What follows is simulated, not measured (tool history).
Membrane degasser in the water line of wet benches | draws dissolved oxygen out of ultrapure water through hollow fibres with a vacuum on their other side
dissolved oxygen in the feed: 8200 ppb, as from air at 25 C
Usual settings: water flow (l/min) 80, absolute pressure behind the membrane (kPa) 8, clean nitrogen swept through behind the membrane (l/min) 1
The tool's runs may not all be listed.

run	hour	water flow (l/min)	absolute pressure behind the membrane (kPa)	clean nitrogen swept through behind the membrane (l/min)	dissolved oxygen in the water behind the degasser (ppb)	pressure that the water loses in the fibres (kPa)
1	0	80	8	1	637.3	28.06
2	74.9	80	8	1	637.1	28.08
3	142.3	80	8	2.66	327.7	28.13
4	178.5	92	8	1	719.3	32.23
5	214.2	92	8	1	718.2	32.71
6	257.3	92	16.41	1	1705.5	32.38
7	289.7	92	16.41	1	1705	32.5
8	329.1	101	8	1	781	35.55
# hour 334.2: vacuum gauge calibrated
9	367.7	101	8	1	782.5	35.49

Run 10 comes next. What will it give?
10	409.5	101	8	1	?	?

{"run 10": {"dissolved oxygen in the water behind the degasser (ppb)": 784.1, "pressure that the water loses in the fibres (kPa)": 35.81}}
Without the tool's hidden state the same run would have given dissolved oxygen in the water behind the degasser (ppb) 776.3, pressure that the water loses in the fibres (kPa) 35.45.
